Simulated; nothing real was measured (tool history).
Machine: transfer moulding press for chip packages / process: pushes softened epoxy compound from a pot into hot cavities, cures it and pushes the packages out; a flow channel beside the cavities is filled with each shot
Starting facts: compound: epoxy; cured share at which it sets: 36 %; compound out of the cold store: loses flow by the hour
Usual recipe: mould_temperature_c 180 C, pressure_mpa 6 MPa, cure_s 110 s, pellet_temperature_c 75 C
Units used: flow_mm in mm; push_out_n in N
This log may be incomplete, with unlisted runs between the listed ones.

run    hour  mould_temperature_c  pressure_mpa  cure_s  pellet_temperature_c  incoming compound's hours out of the cold store  flow_mm  push_out_n
  1       0                  180             6     110                    75                                             31.1      647         281
       15.8  -- cavities cleaned with cleaning compound and waxed
  2    54.9                  180             6     110                    76                                             35.8      631         276
       78.7  -- cavities cleaned with cleaning compound and waxed
  3   125.7                  180             6     110                    75                                             36.8      627         279
      141.8  -- cavities cleaned with cleaning compound and waxed
  4   187.7                  180             6     110                    75                                             42.2      619         282
      205.7  -- cavities cleaned with cleaning compound and waxed
  5   249.8                  180             6     110                    75                                               19      660         275
      269.1  -- cavities cleaned with cleaning compound and waxed
  6   303.8                  180             6     110                    75                                             20.4      645         292
      332.7  -- cavities cleaned with cleaning compound and waxed
  7   336.5                  180             6     110                    75                                             17.4      649         248
        378  -- plunger's sealing rings changed
      400.2  -- cavities cleaned with cleaning compound and waxed
  8   401.8                  180             6     110                    75                                             27.1      685         237
  9   444.3                  180             6     110                    75                                             12.2      720         278
      463.5  -- cavities cleaned with cleaning compound and waxed
 10   490.4                  180             6     110                    75                                             44.2      631         266
 11   518.4                  180             6     110                    75                                             23.2      677         307
      527.3  -- cavities cleaned with cleaning compound and waxed
 12   554.2                  180             6     110                    75                                                8      721         268
      590.2  -- cavities cleaned with cleaning compound and waxed
 13   617.6                  180             6     110                    75                                             19.4      700         261
      654.8  -- mould's thermocouples calibrated
      656.3  -- cavities cleaned with cleaning compound and waxed
 14   683.6                  180             6     110                    75                                             43.2      618         253
      719.1  -- cavities cleaned with cleaning compound and waxed
 15   733.3                  172          6.21     129                    77                                             15.1      736         302
      783.9  -- cavities cleaned with cleaning compound and waxed
 16   803.6                  172          5.32     135                    72                                             32.8      639         278
 17   838.1                  172          5.32     135                    83                                             31.9      628         330
      849.7  -- cavities cleaned with cleaning compound and waxed
 18   903.7                  172          5.73     117                    71                                             44.2      630         411
      913.4  -- cavities cleaned with cleaning compound and waxed
 19   941.1                  172          5.73     117                    84                                             30.7      660         380
      975.6  -- cavities cleaned with cleaning compound and waxed
 20   975.6                  172          5.73     117                    84                                              8.3      715         355
 21  1023.6                  176          4.75     110                    68                                             47.5      548         355
     1041.4  -- cavities cleaned with cleaning compound and waxed
 22  1074.4                  176          4.75     100                    67                                             19.6      607         430
     1108.1  -- cavities cleaned with cleaning compound and waxed
 23  1110.7                  186          6.91     137                    76                                               45      633         192
 24    1167                  186          6.91     137                    76                                             17.6      677         252
     1173.1  -- cavities cleaned with cleaning compound and waxed
     1208.9  -- plunger's sealing rings changed
     1237.7  -- cavities cleaned with cleaning compound and waxed
 25  1238.6                  176             6      93                    75                                             10.3      746         440
     1304.1  -- cavities cleaned with cleaning compound and waxed
 26  1309.1                  180          4.58     110                    75                                             47.5      559         225
       1368  -- cavities cleaned with cleaning compound and waxed
 27  1376.7                  180          4.58     110                    75                                             18.5      607         237

Here are 3 independent what-if runs from the current tool condition. What would each one return?
  A  1426.5                  179             6     150                    72                                             29.2        ?           ?
  B  1426.5                  176          7.28     110                    70                                             47.6        ?           ?
  C  1426.5                  188          4.58     110                    75                                               28        ?           ?

run  flow_mm  push_out_n
  A      675         250
  B      704         353
  C      552         239
Take away the tool's hidden state, keep each run's random variation, and the runs would have read:
run  flow_mm  push_out_n
  A      687         192
  B      717         266
  C      562         183
